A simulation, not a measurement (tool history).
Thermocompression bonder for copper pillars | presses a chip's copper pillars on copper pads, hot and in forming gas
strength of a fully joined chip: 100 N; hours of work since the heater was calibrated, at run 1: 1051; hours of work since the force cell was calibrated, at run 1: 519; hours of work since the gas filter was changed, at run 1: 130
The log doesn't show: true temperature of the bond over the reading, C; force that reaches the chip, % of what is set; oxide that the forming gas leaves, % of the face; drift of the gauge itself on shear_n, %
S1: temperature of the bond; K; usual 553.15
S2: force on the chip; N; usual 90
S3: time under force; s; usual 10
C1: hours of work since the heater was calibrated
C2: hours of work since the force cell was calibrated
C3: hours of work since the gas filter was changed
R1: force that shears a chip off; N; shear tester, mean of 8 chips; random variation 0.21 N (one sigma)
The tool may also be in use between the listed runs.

{"run": 1, "hour": 0.0, "S1": 553.15, "S2": 90, "S3": 10, "C1": 1051, "C2": 519, "C3": 130, "R1": 45.5}
{"hour": 14.4, "done": "heater calibrated with a thermocouple chip"}
{"run": 2, "hour": 15.6, "S1": 553.15, "S2": 90, "S3": 10, "C1": 1, "C2": 530, "C3": 140, "R1": 49.0}
{"run": 3, "hour": 32.6, "S1": 553.15, "S2": 90, "S3": 10, "C1": 14, "C2": 543, "C3": 154, "R1": 48.8}
{"run": 4, "hour": 49.3, "S1": 553.15, "S2": 90, "S3": 10, "C1": 27, "C2": 557, "C3": 167, "R1": 49.2}
{"run": 5, "hour": 66.1, "S1": 553.15, "S2": 90, "S3": 10, "C1": 40, "C2": 570, "C3": 180, "R1": 48.8}
{"run": 6, "hour": 78.2, "S1": 553.15, "S2": 90, "S3": 10, "C1": 50, "C2": 579, "C3": 189, "R1": 48.8}
{"run": 7, "hour": 91.3, "S1": 553.15, "S2": 90, "S3": 10, "C1": 60, "C2": 590, "C3": 200, "R1": 48.9}
{"run": 8, "hour": 108.7, "S1": 553.15, "S2": 90, "S3": 9, "C1": 74, "C2": 603, "C3": 213, "R1": 46.7}
{"run": 9, "hour": 122.1, "S1": 553.15, "S2": 90, "S3": 10, "C1": 84, "C2": 614, "C3": 224, "R1": 48.2}
{"run": 10, "hour": 137.0, "S1": 553.15, "S2": 90, "S3": 10, "C1": 96, "C2": 625, "C3": 235, "R1": 48.5}
{"run": 11, "hour": 148.2, "S1": 553.15, "S2": 90, "S3": 10, "C1": 105, "C2": 634, "C3": 244, "R1": 48.3}
{"run": 12, "hour": 163.7, "S1": 553.15, "S2": 90, "S3": 10, "C1": 117, "C2": 646, "C3": 256, "R1": 48.6}
{"run": 13, "hour": 176.9, "S1": 553.15, "S2": 90, "S3": 10, "C1": 127, "C2": 657, "C3": 267, "R1": 48.6}
{"run": 14, "hour": 193.3, "S1": 553.15, "S2": 90, "S3": 10, "C1": 140, "C2": 670, "C3": 280, "R1": 47.9}
{"run": 15, "hour": 208.4, "S1": 553.15, "S2": 90, "S3": 10, "C1": 152, "C2": 681, "C3": 291, "R1": 47.9}
{"run": 16, "hour": 219.0, "S1": 553.15, "S2": 90, "S3": 10, "C1": 160, "C2": 690, "C3": 300, "R1": 47.8}
{"run": 17, "hour": 229.8, "S1": 553.15, "S2": 90, "S3": 10, "C1": 169, "C2": 698, "C3": 308, "R1": 48.3}
{"run": 18, "hour": 244.5, "S1": 553.15, "S2": 90, "S3": 10, "C1": 180, "C2": 710, "C3": 320, "R1": 47.8}
{"run": 19, "hour": 253.9, "S1": 553.15, "S2": 56, "S3": 10, "C1": 188, "C2": 717, "C3": 327, "R1": 32.0}
{"run": 20, "hour": 265.4, "S1": 553.15, "S2": 56, "S3": 10, "C1": 197, "C2": 726, "C3": 336, "R1": 32.4}
{"run": 21, "hour": 282.4, "S1": 539.15, "S2": 90, "S3": 8, "C1": 210, "C2": 739, "C3": 349, "R1": 35.3}
{"hour": 284.7, "done": "force cell calibrated"}
{"run": 22, "hour": 292.8, "S1": 539.15, "S2": 90, "S3": 8, "C1": 217, "C2": 6, "C3": 356, "R1": 35.4}
{"run": 23, "hour": 302.5, "S1": 553.15, "S2": 78, "S3": 10, "C1": 225, "C2": 14, "C3": 364, "R1": 42.9}
{"run": 24, "hour": 311.7, "S1": 553.15, "S2": 78, "S3": 10, "C1": 232, "C2": 21, "C3": 371, "R1": 42.5}
{"hour": 330.3, "done": "force cell calibrated, once more"}
{"run": 25, "hour": 330.7, "S1": 553.15, "S2": 78, "S3": 10, "C1": 246, "C2": 0, "C3": 385, "R1": 42.0}
{"run": 26, "hour": 340.0, "S1": 553.15, "S2": 78, "S3": 10, "C1": 253, "C2": 8, "C3": 392, "R1": 42.0}
{"run": 27, "hour": 356.5, "S1": 553.15, "S2": 90, "S3": 27, "C1": 266, "C2": 21, "C3": 405, "R1": 64.5}
{"run": 28, "hour": 364.7, "S1": 532.15, "S2": 90, "S3": 28, "C1": 272, "C2": 27, "C3": 412, "R1": 49.1}
{"run": 29, "hour": 380.8, "S1": 541.15, "S2": 79, "S3": 25, "C1": 285, "C2": 40, "C3": 424, "R1": 48.9}
{"run": 30, "hour": 397.7, "S1": 541.15, "S2": 79, "S3": 26, "C1": 298, "C2": 53, "C3": 438, "R1": 49.9}
{"run": 31, "hour": 411.3, "S1": 542.15, "S2": 64, "S3": 10, "C1": 309, "C2": 64, "C3": 448, "R1": 28.9}
{"run": 32, "hour": 425.1, "S1": 542.15, "S2": 64, "S3": 10, "C1": 320, "C2": 74, "C3": 459, "R1": 29.3}
{"run": 33, "hour": 440.0, "S1": 526.15, "S2": 56, "S3": 10, "C1": 331, "C2": 86, "C3": 471, "R1": 19.1}
{"run": 34, "hour": 452.0, "S1": 526.15, "S2": 56, "S3": 10, "C1": 341, "C2": 95, "C3": 480, "R1": 19.3}
{"run": 35, "hour": 467.1, "S1": 526.15, "S2": 56, "S3": 10, "C1": 353, "C2": 107, "C3": 492, "R1": 19.3}
{"hour": 472.7, "done": "forming gas filter changed"}
{"run": 36, "hour": 482.2, "S1": 562.15, "S2": 117, "S3": 29, "C1": 364, "C2": 119, "C3": 7, "R1": 82.1}
{"run": 37, "hour": 494.9, "S1": 553.15, "S2": 75, "S3": 5, "C1": 374, "C2": 129, "C3": 17, "R1": 31.6}
{"run": 38, "hour": 505.2, "S1": 553.15, "S2": 112, "S3": 8, "C1": 382, "C2": 137, "C3": 25, "R1": 51.7}
{"run": 39, "hour": 522.4, "S1": 564.15, "S2": 61, "S3": 6, "C1": 396, "C2": 150, "C3": 39, "R1": 33.5}
{"run": 40, "hour": 537.5, "S1": 549.15, "S2": 94, "S3": 7, "C1": 407, "C2": 162, "C3": 51, "R1": 40.7}

4 ways to go on from here, each from the tool as it stands after run 40. What would each give?
{"run": "A", "hour": 554.2, "S1": 545.15, "S2": 109, "S3": 9, "C1": 421, "C2": 175, "C3": 64, "R1": "?"}
{"run": "B", "hour": 554.2, "S1": 578.15, "S2": 89, "S3": 21, "C1": 421, "C2": 175, "C3": 64, "R1": "?"}
{"run": "C", "hour": 554.2, "S1": 554.15, "S2": 76, "S3": 8, "C1": 421, "C2": 175, "C3": 64, "R1": "?"}
{"run": "D", "hour": 554.2, "S1": 549.15, "S2": 113, "S3": 29, "C1": 421, "C2": 175, "C3": 64, "R1": "?"}

run=A R1=46.8
run=B R1=76.8
run=C R1=38.6
run=D R1=72.2
Without the tool's hidden state the same runs would have given:
run=A R1=47.8
run=B R1=77.7
run=C R1=39.4
run=D R1=73.3
